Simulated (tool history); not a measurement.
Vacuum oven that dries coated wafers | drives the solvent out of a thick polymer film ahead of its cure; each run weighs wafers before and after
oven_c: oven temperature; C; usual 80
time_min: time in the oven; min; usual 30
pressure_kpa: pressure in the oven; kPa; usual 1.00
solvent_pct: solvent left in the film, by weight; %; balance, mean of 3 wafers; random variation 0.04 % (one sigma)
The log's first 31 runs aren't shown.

run    hour  oven_c  time_min  pressure_kpa  solvent_pct
 32  1690.8      81        30          1.24         1.38
 33  1775.2      81        30          1.24         1.35
 34  1840.9      81        30          1.24         1.32
 35  1926.2      81        30          1.24         1.37
 36  2010.6      80        30          1.04         1.45
 37  2067.2      87        17          3.65         2.33
 38  2140.5      76        30          2.80         3.26
 39  2220.6      76        32          0.79         2.13

5 ways to go on from here, each from the tool as it stands after run 39. What would each give?
  A  2275.4      75        30          0.59            ?
  B  2275.4      77        38          1.43            ?
  C  2275.4      76        32          1.39            ?
  D  2275.4      93        32          0.79            ?
  E  2275.4      91        32          0.79            ?

run  solvent_pct
  A         2.53
  B         1.67
  C         2.32
  D         0.24
  E         0.27
Without the tool's hidden state the same runs would have given:
run  solvent_pct
  A         2.51
  B         1.65
  C         2.30
  D         0.24
  E         0.26
